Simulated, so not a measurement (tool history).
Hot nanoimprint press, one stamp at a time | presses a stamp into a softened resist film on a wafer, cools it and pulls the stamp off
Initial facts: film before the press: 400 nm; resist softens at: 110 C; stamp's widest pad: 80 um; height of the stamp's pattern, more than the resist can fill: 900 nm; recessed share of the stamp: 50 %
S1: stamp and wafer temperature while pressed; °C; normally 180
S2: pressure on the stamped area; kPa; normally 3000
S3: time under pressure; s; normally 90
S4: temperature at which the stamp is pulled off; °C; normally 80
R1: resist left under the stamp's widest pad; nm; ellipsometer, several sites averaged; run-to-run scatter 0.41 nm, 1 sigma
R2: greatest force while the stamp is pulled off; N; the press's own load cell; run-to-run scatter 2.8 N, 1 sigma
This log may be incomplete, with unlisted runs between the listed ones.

{"run": 1, "hour": 0.0, "S1": 180, "S2": 3000, "S3": 90, "S4": 80, "R1": 181.9, "R2": 179}
{"run": 2, "hour": 23.7, "S1": 180, "S2": 3000, "S3": 90, "S4": 80, "R1": 182, "R2": 179}
{"run": 3, "hour": 52.9, "S1": 180, "S2": 3000, "S3": 90, "S4": 80, "R1": 182, "R2": 182}
{"run": 4, "hour": 70.2, "S1": 180, "S2": 3000, "S3": 90, "S4": 80, "R1": 181.6, "R2": 178}
{"run": 5, "hour": 92.1, "S1": 180, "S2": 3000, "S3": 90, "S4": 80, "R1": 181.5, "R2": 196}
{"run": 6, "hour": 122.3, "S1": 180, "S2": 3000, "S3": 90, "S4": 80, "R1": 180.9, "R2": 189}
{"hour": 151.8, "done": "plate thermocouple calibrated"}
{"run": 7, "hour": 156.3, "S1": 181, "S2": 3000, "S3": 90, "S4": 80, "R1": 166.3, "R2": 199}
{"hour": 171.1, "done": "stamp cleaned and given a new release coat"}
{"run": 8, "hour": 175.4, "S1": 181, "S2": 3000, "S3": 90, "S4": 80, "R1": 165.5, "R2": 131}
{"run": 9, "hour": 201.6, "S1": 181, "S2": 3000, "S3": 90, "S4": 80, "R1": 165.4, "R2": 134}
{"run": 10, "hour": 230.9, "S1": 181, "S2": 3000, "S3": 90, "S4": 80, "R1": 165.2, "R2": 132}
{"hour": 263.0, "done": "plate thermocouple calibrated, once more"}
{"run": 11, "hour": 263.0, "S1": 181, "S2": 3000, "S3": 90, "S4": 80, "R1": 182.6, "R2": 150}
{"run": 12, "hour": 282.5, "S1": 180, "S2": 3740, "S3": 90, "S4": 69, "R1": 172.8, "R2": 175}
{"run": 13, "hour": 308.3, "S1": 180, "S2": 3740, "S3": 90, "S4": 69, "R1": 172.2, "R2": 183}
{"run": 14, "hour": 337.5, "S1": 180, "S2": 2760, "S3": 171, "S4": 80, "R1": 157.2, "R2": 149}
{"run": 15, "hour": 353.3, "S1": 180, "S2": 2760, "S3": 171, "S4": 80, "R1": 157, "R2": 155}
{"run": 16, "hour": 375.5, "S1": 190, "S2": 3000, "S3": 90, "S4": 68, "R1": 119.4, "R2": 193}
{"run": 17, "hour": 401.2, "S1": 185, "S2": 3900, "S3": 49, "S4": 76, "R1": 166.6, "R2": 172}
{"run": 18, "hour": 430.2, "S1": 186, "S2": 3710, "S3": 178, "S4": 81, "R1": 98.2, "R2": 160}
{"run": 19, "hour": 446.9, "S1": 190, "S2": 3000, "S3": 90, "S4": 67, "R1": 118.8, "R2": 197}

Hidden state or all else? Some run-to-run changes of R1, split into what the settings, what came in and random variation would give without the hidden state, and what is left for the hidden state (with any gauge scatter that isn't in both results):
Hidden state present: true temperature over the reading, C; pressure that arrives at the usual setting, %; grip of the stamp's worn release coat, % over a new coat's; drift of the gauge itself on residual_nm, %; drift of the gauge itself on pull_off_n, %.
Run 10 -> 11: plate thermocouple calibrated, once more. R1 +17.4 nm: hidden state +16.6, all else +0.8.
Run 17 -> 18: S1 185 -> 186, S2 3900 -> 3710, S3 49 -> 178, S4 76 -> 81. R1 -68.4 nm: hidden state -2.7, all else -65.7.
